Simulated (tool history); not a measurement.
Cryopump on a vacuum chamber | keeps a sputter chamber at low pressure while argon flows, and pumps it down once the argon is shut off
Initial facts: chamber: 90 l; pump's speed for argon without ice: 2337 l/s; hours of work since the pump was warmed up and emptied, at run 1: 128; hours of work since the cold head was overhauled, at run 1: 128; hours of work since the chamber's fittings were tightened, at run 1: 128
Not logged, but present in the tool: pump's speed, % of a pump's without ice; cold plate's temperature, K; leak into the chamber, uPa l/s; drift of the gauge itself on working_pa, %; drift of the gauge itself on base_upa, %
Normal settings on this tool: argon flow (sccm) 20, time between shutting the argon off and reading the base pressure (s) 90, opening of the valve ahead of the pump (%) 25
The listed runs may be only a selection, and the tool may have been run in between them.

run	hour	argon flow (sccm)	time between shutting the argon off and reading the base pressure (s)	opening of the valve ahead of the pump (%)	hours of work since the pump was warmed up and emptied	hours of work since the cold head was overhauled	hours of work since the chamber's fittings were tightened	pressure while argon flows (Pa)	pressure after the wait (uPa)
1	0.0	20	90	25	128	128	128	0.0581	0.71
2	12.1	20	90	25	135	135	135	0.0589	0.69
3	28.5	20	90	25	145	145	145	0.0591	0.71
4	47.8	20	90	25	157	157	157	0.0596	0.75
5	66.1	20	90	25	168	168	168	0.0579	0.75
6	77.0	20	204	25	175	175	175	0.0589	0.44
7	85.0	20	40	25	180	180	180	0.0584	1.44
8	97.3	20	90	25	188	188	188	0.0591	0.70
9	109.1	20	156	25	195	195	195	0.0582	0.48
10	117.4	20	156	25	200	200	200	0.0583	0.47
11	128.9	11	80	29	207	207	207	0.0278	0.79
12	146.5	20	131	25	218	218	218	0.0577	0.54
13	161.4	20	131	25	227	227	227	0.0585	0.60
14	180.3	34	84	27	238	238	238	0.0928	0.79
15	198.8	20	141	24	250	250	250	0.0610	0.55
16	215.9	13	72	26	260	260	260	0.0368	0.88
17	233.3	20	288	16	271	271	271	0.0907	0.34
18	248.9	22	90	25	280	280	280	0.0655	0.75
19	259.0	20	137	42	286	286	286	0.0368	0.56

What if the next run were any one of these 4? Each begins from the tool's condition after run 19:
A	274.9	20	137	25	296	296	296	?	?
B	274.9	20	90	39	296	296	296	?	?
C	274.9	20	137	27	296	296	296	?	?
D	274.9	17	137	42	296	296	296	?	?

run	pressure while argon flows (Pa)	pressure after the wait (uPa)
A	0.0596	0.58
B	0.0389	0.78
C	0.0546	0.58
D	0.0302	0.56
With no hidden state in the tool, these same runs would have given:
run	pressure while argon flows (Pa)	pressure after the wait (uPa)
A	0.0583	0.50
B	0.0375	0.70
C	0.0533	0.51
D	0.0291	0.49
